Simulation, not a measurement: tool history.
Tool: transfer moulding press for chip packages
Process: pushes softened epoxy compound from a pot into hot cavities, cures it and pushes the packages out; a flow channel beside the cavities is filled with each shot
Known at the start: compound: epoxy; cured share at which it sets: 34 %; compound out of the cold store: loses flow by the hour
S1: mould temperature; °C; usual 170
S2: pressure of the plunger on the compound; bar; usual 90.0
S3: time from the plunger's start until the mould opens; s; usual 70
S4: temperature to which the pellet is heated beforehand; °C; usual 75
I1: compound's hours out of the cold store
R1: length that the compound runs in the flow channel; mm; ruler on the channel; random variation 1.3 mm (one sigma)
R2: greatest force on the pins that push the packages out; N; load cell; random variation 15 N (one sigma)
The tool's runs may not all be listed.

| run | hour | S1 | S2 | S3 | S4 | I1 | R1 | R2 |
|---|---|---|---|---|---|---|---|---|
| 1 | 0.0 | 170 | 90.0 | 70 | 75 | 17.1 | 657 | 816 |
|  | 22.1 | plunger's sealing rings changed |
| 2 | 47.3 | 170 | 90.0 | 70 | 75 | 45.2 | 588 | 1055 |
|  | 69.9 | cavities cleaned with cleaning compound and waxed |
| 3 | 90.9 | 170 | 90.0 | 70 | 75 | 41.5 | 600 | 1436 |
| 4 | 123.1 | 170 | 90.0 | 70 | 75 | 21.8 | 661 | 1578 |
|  | 151.2 | cavities cleaned with cleaning compound and waxed |
|  | 172.6 | cavities cleaned with cleaning compound and waxed, once more |
| 5 | 172.6 | 170 | 90.0 | 70 | 75 | 34.4 | 615 | 645 |
| 6 | 219.7 | 169 | 90.0 | 70 | 75 | 13.7 | 684 | 1210 |
| 7 | 239.9 | 170 | 90.0 | 70 | 75 | 10.1 | 694 | 1308 |
|  | 253.8 | cavities cleaned with cleaning compound and waxed |
| 8 | 279.4 | 170 | 90.0 | 70 | 75 | 24.5 | 638 | 923 |
| 9 | 312.0 | 170 | 82.6 | 70 | 75 | 29.7 | 597 | 1137 |
|  | 333.0 | cavities cleaned with cleaning compound and waxed |
| 10 | 350.1 | 170 | 82.6 | 70 | 75 | 16.7 | 636 | 867 |
| 11 | 373.6 | 170 | 93.5 | 70 | 75 | 19.6 | 666 | 1043 |
|  | 412.9 | cavities cleaned with cleaning compound and waxed |
| 12 | 413.5 | 170 | 93.5 | 70 | 75 | 25.4 | 642 | 674 |
|  | 436.4 | plunger's sealing rings changed |
| 13 | 456.5 | 170 | 90.0 | 70 | 80 | 30.4 | 633 | 1039 |
| 14 | 486.8 | 177 | 90.0 | 70 | 75 | 17.4 | 659 | 864 |
|  | 497.6 | cavities cleaned with cleaning compound and waxed |
| 15 | 532.0 | 173 | 83.0 | 88 | 72 | 42.4 | 561 | 640 |
|  | 579.2 | cavities cleaned with cleaning compound and waxed |
| 16 | 580.2 | 170 | 104.9 | 99 | 66 | 12.4 | 740 | 451 |
| 17 | 610.8 | 170 | 104.9 | 99 | 66 | 19.0 | 712 | 634 |
|  | 658.7 | cavities cleaned with cleaning compound and waxed |
| 18 | 658.7 | 170 | 104.9 | 107 | 66 | 12.2 | 735 | 439 |
| 19 | 680.2 | 170 | 76.0 | 103 | 74 | 9.6 | 634 | 584 |
| 20 | 708.0 | 170 | 76.0 | 103 | 74 | 31.1 | 563 | 666 |
|  | 740.6 | cavities cleaned with cleaning compound and waxed |
| 21 | 747.4 | 170 | 76.0 | 103 | 83 | 39.1 | 540 | 473 |
| 22 | 785.4 | 170 | 101.4 | 84 | 83 | 28.5 | 655 | 738 |
|  | 822.9 | cavities cleaned with cleaning compound and waxed |
| 23 | 832.1 | 176 | 93.0 | 84 | 83 | 21.9 | 635 | 507 |
|  | 849.2 | plunger's sealing rings changed |
| 24 | 860.5 | 170 | 105.8 | 91 | 75 | 15.7 | 746 | 697 |
|  | 904.8 | cavities cleaned with cleaning compound and waxed |
| 25 | 910.3 | 175 | 70.5 | 70 | 72 | 13.0 | 604 | 601 |
| 26 | 933.4 | 170 | 68.3 | 58 | 75 | 24.0 | 572 | 1691 |
| 27 | 966.0 | 171 | 86.8 | 53 | 82 | 28.0 | 625 | 2335 |

3 ways to go on from here, each from the tool as it stands after run 27. What would each give?
|  | 984.6 | cavities cleaned with cleaning compound and waxed |
| A | 1012.0 | 168 | 89.1 | 53 | 81 | 13.3 | ? | ? |
|  | 984.6 | cavities cleaned with cleaning compound and waxed |
| B | 1012.0 | 172 | 86.8 | 105 | 79 | 38.9 | ? | ? |
|  | 984.6 | cavities cleaned with cleaning compound and waxed |
| C | 1012.0 | 166 | 87.5 | 53 | 84 | 36.8 | ? | ? |

| run | R1 | R2 |
|---|---|---|
| A | 686 | 2383 |
| B | 586 | 591 |
| C | 609 | 2266 |
Without the tool's hidden state the same runs would have given:
| run | R1 | R2 |
|---|---|---|
| A | 697 | 1599 |
| B | 595 | 415 |
| C | 619 | 1523 |
